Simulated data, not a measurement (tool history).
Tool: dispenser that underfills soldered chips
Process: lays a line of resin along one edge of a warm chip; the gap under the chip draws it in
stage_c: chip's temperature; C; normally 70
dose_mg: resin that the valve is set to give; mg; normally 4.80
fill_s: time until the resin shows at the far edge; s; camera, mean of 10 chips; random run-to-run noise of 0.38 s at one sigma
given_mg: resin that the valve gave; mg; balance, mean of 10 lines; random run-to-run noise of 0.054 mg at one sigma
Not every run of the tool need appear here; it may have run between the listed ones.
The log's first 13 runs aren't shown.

run,hour,stage_c,dose_mg,hours of work since the syringe was changed,hours of work since the valve was cleaned,hours of work since the stage was calibrated,fill_s,given_mg
14,44.7,58,4.80,6,108,171,64.4,4.37
# hour 48.3: new syringe of resin
15,49.4,70,4.80,1,111,174,25.7,4.30
16,51.2,63,4.80,2,113,176,39.3,4.32
17,55.0,70,4.80,5,116,179,36.7,4.33
# hour 59.5: new syringe of resin
18,59.7,70,4.80,0,119,182,23.6,4.32
19,63.1,71,5.28,3,122,185,28.0,4.80
20,66.2,58,4.70,5,124,187,61.5,4.18
21,68.1,74,4.58,7,126,189,34.8,4.16
# hour 70.9: new syringe of resin
22,71.4,77,4.23,0,128,191,18.0,3.80
# hour 76.2: dispensing valve cleaned and set on the balance
23,76.8,77,4.23,4,1,195,24.5,4.17
24,79.8,77,4.23,6,3,197,29.3,4.18
# hour 83.4: new syringe of resin
25,84.3,69,4.23,1,6,200,26.3,4.23
26,87.9,58,5.01,4,9,203,52.4,4.89
27,89.8,73,5.33,5,11,205,31.0,5.24

Expected results for the next run?
28,93.4,73,5.33,8,13,207,?,?

For run 28 the tool returned fill_s 38.0 s, given_mg 5.24 mg.
With no hidden state in the tool, this same run would have given fill_s 19.4 s, given_mg 5.32 mg.

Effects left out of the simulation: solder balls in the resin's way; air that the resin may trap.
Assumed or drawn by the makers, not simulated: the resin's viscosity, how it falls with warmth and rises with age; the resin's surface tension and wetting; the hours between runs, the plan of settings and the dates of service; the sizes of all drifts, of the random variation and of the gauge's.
